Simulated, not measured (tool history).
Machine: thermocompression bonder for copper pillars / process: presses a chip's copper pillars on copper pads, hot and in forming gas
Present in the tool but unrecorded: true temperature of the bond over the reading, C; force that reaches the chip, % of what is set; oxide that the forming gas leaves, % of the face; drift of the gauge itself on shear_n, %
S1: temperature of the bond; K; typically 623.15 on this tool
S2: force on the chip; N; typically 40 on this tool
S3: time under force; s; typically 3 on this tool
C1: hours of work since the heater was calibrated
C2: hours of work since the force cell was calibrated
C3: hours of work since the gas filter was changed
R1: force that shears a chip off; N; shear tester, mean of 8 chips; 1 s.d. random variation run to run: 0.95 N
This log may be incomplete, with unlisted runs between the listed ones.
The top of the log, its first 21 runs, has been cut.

run 22 hour=182.1 | S1=623.15 S2=40 S3=5 | C1=565 C2=404 C3=98 | R1=86.2
run 23 hour=188.6 | S1=623.15 S2=40 S3=3 | C1=570 C2=409 C3=102 | R1=73
run 24 hour=194.9 | S1=629.15 S2=40 S3=3 | C1=574 C2=413 C3=107 | R1=77.1
run 25 hour=207.5 | S1=625.15 S2=40 S3=6 | C1=583 C2=422 C3=116 | R1=88.4
run 26 hour=217.8 | S1=625.15 S2=40 S3=6 | C1=590 C2=429 C3=123 | R1=89.4
run 27 hour=229.3 | S1=636.15 S2=36 S3=5 | C1=599 C2=438 C3=131 | R1=88.4
run 28 hour=234.5 | S1=604.15 S2=36 S3=3 | C1=602 C2=441 C3=135 | R1=56.7
run 29 hour=247.1 | S1=637.15 S2=49 S3=3 | C1=611 C2=450 C3=144 | R1=88.8
run 30 hour=259.8 | S1=629.15 S2=46 S3=2 | C1=621 C2=460 C3=153 | R1=73.4
run 31 hour=270.2 | S1=650.15 S2=40 S3=3 | C1=628 C2=467 C3=161 | R1=88.4
run 32 hour=276.9 | S1=626.15 S2=45 S3=3 | C1=633 C2=472 C3=166 | R1=79.9
run 33 hour=289.8 | S1=626.15 S2=45 S3=3 | C1=642 C2=481 C3=175 | R1=80
run 34 hour=296.7 | S1=626.15 S2=45 S3=3 | C1=647 C2=486 C3=180 | R1=78
run 35 hour=303.8 | S1=629.15 S2=44 S3=8 | C1=652 C2=491 C3=185 | R1=99.5
run 36 hour=312.2 | S1=629.15 S2=44 S3=8 | C1=658 C2=497 C3=191 | R1=98.3
-- hour=319.4 heater calibrated with a thermocouple chip
run 37 hour=327 | S1=629.15 S2=40 S3=8 | C1=5 C2=506 C3=200 | R1=98.7
run 38 hour=336.9 | S1=646.15 S2=47 S3=2 | C1=13 C2=513 C3=207 | R1=89.6
run 39 hour=349.3 | S1=646.15 S2=47 S3=2 | C1=21 C2=522 C3=216 | R1=88.2

Alternative continuations, all from the tool just after run 39; predict every row:
run A hour=355.1 | S1=619.15 S2=56 S3=3 | C1=26 C2=526 C3=220 | R1=?
run B hour=355.1 | S1=636.15 S2=40 S3=3 | C1=26 C2=526 C3=220 | R1=?
run C hour=355.1 | S1=643.15 S2=40 S3=3 | C1=26 C2=526 C3=220 | R1=?

run=A R1=90
run=B R1=85
run=C R1=88.4
What these runs would have given with no unlogged condition in the tool:
run=A R1=92.4
run=B R1=87.4
run=C R1=90.8

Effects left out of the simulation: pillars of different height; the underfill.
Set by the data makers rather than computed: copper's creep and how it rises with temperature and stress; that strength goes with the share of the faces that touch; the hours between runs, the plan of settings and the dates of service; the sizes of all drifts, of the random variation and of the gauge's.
